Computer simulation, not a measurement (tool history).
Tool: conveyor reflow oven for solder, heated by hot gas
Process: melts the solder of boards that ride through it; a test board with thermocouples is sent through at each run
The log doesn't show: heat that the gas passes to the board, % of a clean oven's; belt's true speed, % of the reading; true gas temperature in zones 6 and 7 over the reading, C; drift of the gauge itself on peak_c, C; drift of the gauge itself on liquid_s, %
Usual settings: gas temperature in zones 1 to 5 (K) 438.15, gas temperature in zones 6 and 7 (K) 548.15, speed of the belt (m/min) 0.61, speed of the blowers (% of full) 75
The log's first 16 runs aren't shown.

run   hour  gas temperature in zones 1 to 5 (K)  gas temperature in zones 6 and 7 (K)  speed of the belt (m/min)  speed of the blowers (% of full)  hours of work since the flux was cleaned out  hours of work since the belt drive was overhauled  hours of work since the thermocouples were changed  highest temperature of the board (K)  time above the solder's melting point (s)
 17  173.4                               438.15                                548.15                       0.61                                55                                           373                                                245                                                 298                                523.05                                       52.3
 18  183.7                               438.15                                548.15                      0.551                                55                                           379                                                252                                                 304                                526.85                                       62.7
 19    194                               438.15                                548.15                      0.551                                55                                           386                                                258                                                 310                                526.35                                       62.5
 20  205.2                               438.15                                548.15                      0.551                                55                                           392                                                265                                                 317                                526.35                                       62.2
 21  212.7                               441.15                                548.15                      0.539                                75                                           397                                                269                                                 321                                534.55                                       72.4
 22  226.8                               429.15                                548.15                       0.61                                75                                           405                                                277                                                 330                                529.35                                       56.3
 23  238.1                               429.15                                548.15                       0.61                                75                                           412                                                284                                                 336                                528.65                                       56.3
 24  247.1                               430.15                                561.15                       0.61                                75                                           417                                                290                                                 342                                540.75                                       63.3
 25  255.1                               448.15                                548.15                       0.61                                57                                           422                                                294                                                 347                                525.95                                       58.5
 26  263.2                               438.15                                538.15                      0.568                                70                                           427                                                299                                                 352                                522.25                                       58.5
 27  271.1                               438.15                                557.15                      0.503                                63                                           432                                                304                                                 356                                541.15                                       80.4
 28  282.3                               427.15                                557.15                      0.503                                50                                           439                                                311                                                 363                                533.85                                       70.5
 29  298.3                               424.15                                548.15                      0.623                                60                                           448                                                320                                                 373                                521.15                                       46.1
 30  307.6                               438.15                                553.15                       0.61                                63                                           454                                                326                                                 378                                529.95                                       58.8
 31  320.4                               451.15                                543.15                      0.498                                79                                           461                                                334                                                 386                                534.15                                       82.8

Forecast each of these 3 alternatives for the next run:
  A  329.3                               438.15                                548.15                       0.72                                75                                           467                                                339                                                 391                                     ?                                          ?
  B  329.3                               438.15                                543.15                      0.617                                67                                           467                                                339                                                 391                                     ?                                          ?
  C  329.3                               438.15                                547.15                       0.61                                75                                           467                                                339                                                 391                                     ?                                          ?

run  highest temperature of the board (K)  time above the solder's melting point (s)
  A                                524.15                                       45.6
  B                                522.85                                         53
  C                                529.25                                       59.2
Without the tool's hidden state the same runs would have given:
run  highest temperature of the board (K)  time above the solder's melting point (s)
  A                                526.85                                       47.3
  B                                525.05                                       54.7
  C                                531.65                                       60.5
